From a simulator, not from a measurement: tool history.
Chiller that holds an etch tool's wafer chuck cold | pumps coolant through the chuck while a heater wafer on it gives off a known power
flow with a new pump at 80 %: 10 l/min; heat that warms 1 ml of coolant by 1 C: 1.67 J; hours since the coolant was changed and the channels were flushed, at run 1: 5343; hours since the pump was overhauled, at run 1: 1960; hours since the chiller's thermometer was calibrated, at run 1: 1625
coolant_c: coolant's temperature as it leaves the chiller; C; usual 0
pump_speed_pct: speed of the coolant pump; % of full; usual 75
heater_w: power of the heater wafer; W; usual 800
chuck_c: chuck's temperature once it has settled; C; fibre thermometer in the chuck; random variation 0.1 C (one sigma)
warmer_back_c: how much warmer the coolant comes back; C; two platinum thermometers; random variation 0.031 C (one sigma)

run    hour  coolant_c  pump_speed_pct  heater_w  hours since the coolant was changed and the channels were flushed  hours since the pump was overhauled  hours since the chiller's thermometer was calibrated  chuck_c  warmer_back_c
  1     0.0          0              75       800                                                               5343                                 1960                                                  1625     10.2           3.26
  2    41.6          0              75       602                                                               5385                                 2002                                                  1666      7.8           2.45
  3   120.1          0              68       800                                                               5464                                 2080                                                  1745     11.3           3.63
  4   201.4          0              75       800                                                               5545                                 2162                                                  1826     10.4           3.28
  5   285.5          0              75       800                                                               5629                                 2246                                                  1910     10.6           3.28
  6   374.3          0              75      1065                                                               5718                                 2334                                                  1999     13.8           4.48
      413.5  -- chiller's thermometer calibrated
  7   464.8          0              75      1065                                                               5807                                 2424                                                    51     13.7           4.45
  8   539.4          0              75      1065                                                               5882                                 2499                                                   126     13.7           4.42
  9   616.3          0              75      1065                                                               5959                                 2575                                                   203     13.8           4.41
 10   700.2          0              75      1065                                                               6043                                 2659                                                   287     13.7           4.39
 11   758.6          0              75      1065                                                               6101                                 2718                                                   345     13.9           4.45
 12   834.7          0              75       800                                                               6177                                 2794                                                   421     10.5           3.39
 13   916.6          0              75       800                                                               6259                                 2876                                                   503     10.6           3.37
 14   989.8          0              75       800                                                               6332                                 2949                                                   576     10.8           3.37
 15  1070.1          0              75       800                                                               6413                                 3029                                                   657     10.5           3.37
 16  1153.5          0              75       800                                                               6496                                 3113                                                   740     10.7           3.34
 17  1198.1         -1              92       477                                                               6541                                 3157                                                   785      4.4           1.63
 18  1278.9         -2              74       806                                                               6621                                 3238                                                   865      8.9           3.51
 19  1355.1          5              88       416                                                               6698                                 3314                                                   942     10.1           1.48

Run 20 comes next. What will it give?
     1396.3  -- coolant changed, channels flushed
 20  1431.7         -7              70       416                                                                 35                                 3385                                                  1012        ?              ?

Run 20 gave chuck_c -2.0 C, warmer_back_c 1.92 C.
Without the tool's hidden state the same run would have given chuck_c -2.6 C, warmer_back_c 1.74 C.
